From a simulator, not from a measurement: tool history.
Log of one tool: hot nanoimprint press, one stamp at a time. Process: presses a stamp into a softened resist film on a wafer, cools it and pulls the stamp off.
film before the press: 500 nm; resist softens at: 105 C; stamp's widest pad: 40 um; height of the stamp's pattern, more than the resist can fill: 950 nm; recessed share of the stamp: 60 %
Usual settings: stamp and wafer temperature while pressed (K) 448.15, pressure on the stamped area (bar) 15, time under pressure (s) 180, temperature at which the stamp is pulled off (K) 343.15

| run | hour | stamp and wafer temperature while pressed (K) | pressure on the stamped area (bar) | time under pressure (s) | temperature at which the stamp is pulled off (K) | resist left under the stamp's widest pad (Å) | greatest force while the stamp is pulled off (N) |
|---|---|---|---|---|---|---|---|
| 1 | 0 | 448.15 | 15 | 180 | 343.15 | 2419 | 194 |
| 2 | 13.4 | 448.15 | 15 | 180 | 343.15 | 2401 | 196 |
| 3 | 23.5 | 448.15 | 15 | 180 | 343.15 | 2413 | 199 |
| 4 | 36.4 | 456.15 | 15 | 180 | 343.15 | 1872 | 197 |
| 5 | 57.6 | 448.15 | 15 | 180 | 343.15 | 2402 | 196 |
| 6 | 70.5 | 439.15 | 15 | 180 | 343.15 | 3196 | 198 |
| 7 | 80.9 | 439.15 | 15 | 180 | 343.15 | 3202 | 199 |
| 8 | 101.9 | 450.15 | 15 | 180 | 343.15 | 2263 | 195 |
| 9 | 111.9 | 450.15 | 15 | 180 | 343.15 | 2261 | 195 |
| 10 | 133.3 | 450.15 | 15 | 180 | 343.15 | 2254 | 196 |
| 11 | 154 | 448.15 | 14.8 | 180 | 343.15 | 2425 | 194 |
| 12 | 167.2 | 448.15 | 12.6 | 180 | 343.15 | 2605 | 198 |
| 13 | 186.9 | 448.15 | 12.6 | 180 | 343.15 | 2599 | 193 |
| 14 | 204.3 | 448.15 | 12.6 | 180 | 343.15 | 2618 | 198 |
| 15 | 223.8 | 448.15 | 12.6 | 180 | 343.15 | 2609 | 198 |
|  | 247.2 | stamp cleaned and given a new release coat |
| 16 | 251 | 448.15 | 16.1 | 298 | 343.15 | 1937 | 199 |
| 17 | 267.5 | 448.15 | 9.7 | 180 | 343.15 | 2928 | 195 |
| 18 | 281.7 | 448.15 | 9.7 | 180 | 343.15 | 2927 | 194 |
| 19 | 292 | 448.15 | 9.5 | 170 | 343.15 | 3007 | 193 |
| 20 | 303.5 | 448.15 | 10.4 | 180 | 343.15 | 2838 | 197 |
| 21 | 320.3 | 438.15 | 14.4 | 104 | 342.15 | 3785 | 200 |
| 22 | 338.1 | 438.15 | 18.9 | 104 | 346.15 | 3501 | 193 |
| 23 | 352.9 | 448.15 | 16.8 | 128 | 329.15 | 2569 | 214 |
| 24 | 368 | 448.15 | 10.1 | 180 | 336.15 | 2868 | 201 |
| 25 | 382.6 | 448.15 | 9.9 | 224 | 345.15 | 2714 | 194 |
| 26 | 403 | 450.15 | 15 | 180 | 343.15 | 2266 | 198 |
| 27 | 419 | 437.15 | 15 | 180 | 329.15 | 3406 | 210 |
| 28 | 442.1 | 437.15 | 15 | 180 | 329.15 | 3397 | 207 |
| 29 | 452.6 | 437.15 | 15 | 180 | 329.15 | 3383 | 217 |
| 30 | 475.3 | 447.15 | 18.2 | 180 | 343.15 | 2270 | 193 |

Forecast each of these 4 alternatives for the next run:
| A | 494 | 456.15 | 15 | 132 | 343.15 | ? | ? |
| B | 494 | 457.15 | 11.1 | 180 | 331.15 | ? | ? |
| C | 494 | 448.15 | 12.9 | 180 | 336.15 | ? | ? |
| D | 494 | 448.15 | 23.3 | 180 | 343.15 | ? | ? |

| run | resist left under the stamp's widest pad (Å) | greatest force while the stamp is pulled off (N) |
|---|---|---|
| A | 2101 | 194 |
| B | 2117 | 211 |
| C | 2583 | 202 |
| D | 1936 | 199 |
Without the tool's hidden state the same runs would have given:
| run | resist left under the stamp's widest pad (Å) | greatest force while the stamp is pulled off (N) |
|---|---|---|
| A | 2103 | 193 |
| B | 2119 | 210 |
| C | 2585 | 201 |
| D | 1937 | 198 |
